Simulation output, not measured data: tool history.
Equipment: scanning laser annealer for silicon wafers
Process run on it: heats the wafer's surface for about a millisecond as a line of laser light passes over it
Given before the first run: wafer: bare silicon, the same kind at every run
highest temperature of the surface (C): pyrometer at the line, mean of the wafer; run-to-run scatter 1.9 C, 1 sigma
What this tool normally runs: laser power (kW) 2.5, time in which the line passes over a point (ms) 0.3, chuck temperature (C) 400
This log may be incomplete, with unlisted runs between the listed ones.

run	hour	laser power (kW)	time in which the line passes over a point (ms)	chuck temperature (C)	highest temperature of the surface (C)
1	0	2.5	0.3	400	1145
2	57.9	2.5	0.3	400	1148
3	86.3	2.5	0.3	400	1147
4	145.8	2.5	0.3	400	1146
5	190.5	2.5	0.3	400	1145
6	245.8	2.5	0.3	400	1142
7	279.1	2.5	0.3	400	1145
8	318.6	2.5	0.223	400	1056
9	361.3	2.5	0.223	400	1057
10	403.9	2.5	0.223	400	1052
11	456.3	2.5	0.223	401	1055
12	490.9	2.5	0.223	401	1058
13	528.1	2.5	0.3	400	1141
14	560.7	2.5	0.3	400	1139
15	591.4	2.5	0.3	400	1140
16	638	2.5	0.3	400	1139
17	689.5	2.5	0.3	395	1135
18	721.1	2.5	0.3	395	1131
19	781.1	2.5	0.247	400	1078
20	810.8	2.5	0.247	400	1078
# hour 815.9: window over the wafer cleaned
21	871.5	2.5	0.247	400	1099
22	926.4	2.5	0.3	427	1182
23	979.8	2.5	0.3	427	1180
24	1038	2.149	0.341	404	1079
25	1091	2.149	0.341	404	1079
26	1129.1	2.335	0.3	392	1094
27	1177.4	2.13	0.222	401	956
28	1228.9	2.5	0.28	400	1135
29	1273.6	2.219	0.311	400	1072
30	1299.2	2.327	0.258	423	1078
31	1323.6	2.615	0.258	423	1165
32	1383.6	2.351	0.3	400	1102
33	1419.3	2.412	0.3	399	1123
34	1451.7	2.412	0.262	399	1081
35	1482.3	2.126	0.3	373	1000
36	1531.4	2.5	0.331	413	1196
37	1579.4	2.5	0.331	413	1196
38	1636	2.399	0.303	391	1113
39	1684.9	2.571	0.369	400	1244
40	1722.9	2.5	0.27	400	1115
41	1766.3	2.5	0.27	400	1118

Selected run-to-run steps in highest temperature of the surface (C), each split into two signed amounts: the part the tool would show with no hidden state at all (from settings, incoming material and random variation), and the remainder, which goes to the hidden state together with any gauge scatter not common to the measured and the hidden-state-free results:
What the log doesn't record here: light that passes the window, % of a clean one's; laser's true power over the reading, %; width of the line over the set one, %; drift of the gauge itself on peak_c, C.
Run 12 -> 13: time in which the line passes over a point (ms) 0.223 -> 0.3, chuck temperature (C) 401 -> 400. highest temperature of the surface (C) +83: hidden state -3, all else +86.
Run 20 -> 21: window over the wafer cleaned. highest temperature of the surface (C) +21: hidden state +20, all else +1.
Run 26 -> 27: laser power (kW) 2.335 -> 2.13, time in which the line passes over a point (ms) 0.3 -> 0.222, chuck temperature (C) 392 -> 401. highest temperature of the surface (C) -138: hidden state +1, all else -139.
Run 27 -> 28: laser power (kW) 2.13 -> 2.5, time in which the line passes over a point (ms) 0.222 -> 0.28, chuck temperature (C) 401 -> 400. highest temperature of the surface (C) +179: hidden state -2, all else +181.
Run 35 -> 36: laser power (kW) 2.126 -> 2.5, time in which the line passes over a point (ms) 0.3 -> 0.331, chuck temperature (C) 373 -> 413. highest temperature of the surface (C) +196: hidden state -3, all else +199.
